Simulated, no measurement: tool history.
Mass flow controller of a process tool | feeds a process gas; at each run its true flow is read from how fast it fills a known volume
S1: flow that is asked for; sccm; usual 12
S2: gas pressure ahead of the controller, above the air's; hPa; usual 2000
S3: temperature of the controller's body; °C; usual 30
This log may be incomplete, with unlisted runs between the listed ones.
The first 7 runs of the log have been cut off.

run 8 hour=2215.5 | S1=12 S2=2000 S3=30 | true_flow_(%)=99.68
run 9 hour=2459.2 | S1=12 S2=2270 S3=30 | true_flow_(%)=99.54
run 10 hour=2799.6 | S1=12 S2=2000 S3=35 | true_flow_(%)=99.91
run 11 hour=3028.4 | S1=12 S2=2000 S3=35 | true_flow_(%)=100.04
run 12 hour=3443 | S1=12 S2=2000 S3=35 | true_flow_(%)=100.11
run 13 hour=3678.1 | S1=12 S2=2000 S3=35 | true_flow_(%)=100.09
run 14 hour=3969.3 | S1=12 S2=2000 S3=30 | true_flow_(%)=99.97
run 15 hour=4373.9 | S1=12 S2=2000 S3=30 | true_flow_(%)=99.94
run 16 hour=4779.5 | S1=12 S2=2000 S3=30 | true_flow_(%)=99.9
run 17 hour=5071.8 | S1=12 S2=2000 S3=30 | true_flow_(%)=100
run 18 hour=5395.3 | S1=12 S2=2000 S3=23 | true_flow_(%)=99.56
run 19 hour=5713.6 | S1=12 S2=2070 S3=23 | true_flow_(%)=99.7
run 20 hour=6155.9 | S1=12 S2=2070 S3=31 | true_flow_(%)=99.97
run 21 hour=6549.9 | S1=12 S2=2070 S3=31 | true_flow_(%)=100.08
run 22 hour=6936.3 | S1=12 S2=2070 S3=31 | true_flow_(%)=100.03
run 23 hour=7254.2 | S1=12 S2=2000 S3=33 | true_flow_(%)=100.22
run 24 hour=7680.6 | S1=12 S2=2000 S3=33 | true_flow_(%)=100.38
run 25 hour=8085.3 | S1=4 S2=2000 S3=33 | true_flow_(%)=102.55
run 26 hour=8370.1 | S1=6 S2=2000 S3=31 | true_flow_(%)=101.3

Predict the results of run 27:
run 27 hour=8656 | S1=4 S2=2000 S3=34 | true_flow_(%)=?

Run 27 gave true flow (%) 102.76.
With no hidden state in the tool, this same run would have given true flow (%) 100.12.

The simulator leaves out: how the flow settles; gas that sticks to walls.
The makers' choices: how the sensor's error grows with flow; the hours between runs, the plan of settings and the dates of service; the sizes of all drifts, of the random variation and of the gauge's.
